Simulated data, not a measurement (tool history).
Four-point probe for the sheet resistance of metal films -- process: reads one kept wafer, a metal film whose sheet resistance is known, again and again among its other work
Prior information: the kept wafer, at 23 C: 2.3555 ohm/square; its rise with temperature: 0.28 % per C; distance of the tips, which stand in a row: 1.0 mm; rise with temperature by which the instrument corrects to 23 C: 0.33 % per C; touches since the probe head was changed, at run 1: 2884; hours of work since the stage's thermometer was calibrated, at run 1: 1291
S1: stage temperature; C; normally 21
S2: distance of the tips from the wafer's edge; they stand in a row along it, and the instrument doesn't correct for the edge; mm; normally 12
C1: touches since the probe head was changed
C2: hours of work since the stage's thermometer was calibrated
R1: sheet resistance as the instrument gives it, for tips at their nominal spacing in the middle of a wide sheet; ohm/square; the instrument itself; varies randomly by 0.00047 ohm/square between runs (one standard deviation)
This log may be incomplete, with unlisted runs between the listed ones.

Run 1, hour 0.0: usual settings; C1 2884; C2 1291. Result: R1 2.354750 ohm/square.
Run 2, hour 13.4: usual settings; C1 3148; C2 1299. Result: R1 2.354204 ohm/square.
Run 3, hour 40.3: usual settings; C1 3678; C2 1317. Result: R1 2.354107 ohm/square.
Run 4, hour 62.5: usual settings; C1 4115; C2 1331. Result: R1 2.354248 ohm/square.
Run 5, hour 81.8: usual settings; C1 4495; C2 1343. Result: R1 2.354591 ohm/square.
Run 6, hour 100.2: usual settings; C1 4856; C2 1355. Result: R1 2.353793 ohm/square.
Run 7, hour 124.6: usual settings; C1 5337; C2 1370. Result: R1 2.354785 ohm/square.
Run 8, hour 140.4: usual settings; C1 5649; C2 1380. Result: R1 2.354114 ohm/square.
Run 9, hour 161.7: usual settings; C1 6069; C2 1394. Result: R1 2.353566 ohm/square.
At hour 168.8: stage's thermometer calibrated.
Run 10, hour 181.6: usual settings; C1 6450; C2 8. Result: R1 2.354048 ohm/square.
Run 11, hour 204.1: usual settings but S2 35 mm; C1 6892; C2 22. Result: R1 2.345458 ohm/square.
Run 12, hour 228.7: usual settings but S2 35 mm; C1 7377; C2 38. Result: R1 2.345052 ohm/square.
Run 13, hour 249.5: usual settings but S2 35 mm; C1 7788; C2 51. Result: R1 2.345695 ohm/square.
Run 14, hour 271.1: usual settings; C1 8211; C2 65. Result: R1 2.353179 ohm/square.
At hour 278.9: stage's thermometer calibrated, once more.
Run 15, hour 297.8: usual settings; C1 8727; C2 12. Result: R1 2.354255 ohm/square.
Run 16, hour 318.2: usual settings; C1 9130; C2 25. Result: R1 2.354230 ohm/square.
Run 17, hour 344.3: usual settings; C1 9643; C2 42. Result: R1 2.354883 ohm/square.
Run 18, hour 372.5: usual settings; C1 10198; C2 60. Result: R1 2.353506 ohm/square.
Run 19, hour 394.0: usual settings but S1 27 C; C1 10622; C2 73. Result: R1 2.347379 ohm/square.
Run 20, hour 406.7: usual settings; C1 10872; C2 81. Result: R1 2.354733 ohm/square.
Run 21, hour 433.8: usual settings; C1 11406; C2 99. Result: R1 2.353689 ohm/square.
Run 22, hour 458.3: usual settings but S1 20 C; C1 11889; C2 114. Result: R1 2.354451 ohm/square.
Run 23, hour 480.6: usual settings but S1 24 C, S2 40 mm; C1 12328; C2 128. Result: R1 2.342323 ohm/square.
Run 24, hour 499.3: usual settings but S1 19 C, S2 27 mm; C1 12695; C2 140. Result: R1 2.348211 ohm/square.
Run 25, hour 513.1: usual settings but S1 34 C, S2 9 mm; C1 12966; C2 149. Result: R1 2.347858 ohm/square.
Run 26, hour 526.5: usual settings but S1 24 C, S2 3 mm; C1 13231; C2 158. Result: R1 2.472555 ohm/square.
Run 27, hour 538.0: usual settings but S1 24 C, S2 3 mm; C1 13458; C2 165. Result: R1 2.472270 ohm/square.
Run 28, hour 565.2: usual settings but S1 19 C, S2 42 mm; C1 13994; C2 182. Result: R1 2.347823 ohm/square.
Run 29, hour 588.4: usual settings but S1 19 C, S2 42 mm; C1 14450; C2 197. Result: R1 2.348454 ohm/square.
Run 30, hour 611.4: usual settings but S2 6 mm; C1 14902; C2 212. Result: R1 2.379079 ohm/square.
Run 31, hour 625.1: usual settings but S1 19 C, S2 10 mm; C1 15172; C2 220. Result: R1 2.359331 ohm/square.
Run 32, hour 639.0: usual settings but S1 31 C; C1 15446; C2 229. Result: R1 2.342541 ohm/square.
Run 33, hour 655.1: usual settings but S1 27 C, S2 8 mm; C1 15762; C2 239. Result: R1 2.358297 ohm/square.
Run 34, hour 679.2: usual settings but S1 19 C, S2 23 mm; C1 16237; C2 255. Result: R1 2.347483 ohm/square.
Run 35, hour 693.5: usual settings but S1 29 C, S2 6 mm; C1 16519; C2 264. Result: R1 2.369935 ohm/square.
Run 36, hour 713.8: usual settings but S1 20 C, S2 34 mm; C1 16918; C2 277. Result: R1 2.346975 ohm/square.
Run 37, hour 727.4: usual settings but S1 20 C, S2 16 mm; C1 17186; C2 286. Result: R1 2.349700 ohm/square.
Run 38, hour 754.5: usual settings but S1 23 C, S2 44 mm; C1 17721; C2 303. Result: R1 2.341479 ohm/square.
Run 39, hour 781.5: usual settings but S1 30 C, S2 73 mm; C1 18252; C2 320. Result: R1 2.334969 ohm/square.
Run 40, hour 800.0: usual settings but S1 30 C, S2 44 mm; C1 18615; C2 332. Result: R1 2.334332 ohm/square.
Run 41, hour 821.8: usual settings but S1 18 C, S2 41 mm; C1 19046; C2 346. Result: R1 2.347857 ohm/square.
Run 42, hour 846.6: usual settings but S1 18 C, S2 11 mm; C1 19533; C2 361. Result: R1 2.357217 ohm/square.
Run 43, hour 860.1: usual settings but S2 8 mm; C1 19799; C2 370. Result: R1 2.362804 ohm/square.
Run 44, hour 877.8: usual settings but S1 30 C, S2 3 mm; C1 20148; C2 381. Result: R1 2.465786 ohm/square.

Hidden condition of the tool, last listed run before each entry between runs versus first listed run after:
After run 9, before run 10: stage's thermometer calibrated (hour 168.8)
  inner tips' distance over the nominal, %: -0.453 -> -0.456; wafer's true temperature over the reading, C: -0.13 -> -0.21
  the result without the hidden state subtracted from the measured one, R1: -0.012481 -> -0.013035 ohm/square
After run 14, before run 15: stage's thermometer calibrated, once more (hour 278.9)
  inner tips' distance over the nominal, %: -0.467 -> -0.471; wafer's true temperature over the reading, C: -0.22 -> 0
  the result without the hidden state subtracted from the measured one, R1: -0.013386 -> -0.012079 ohm/square
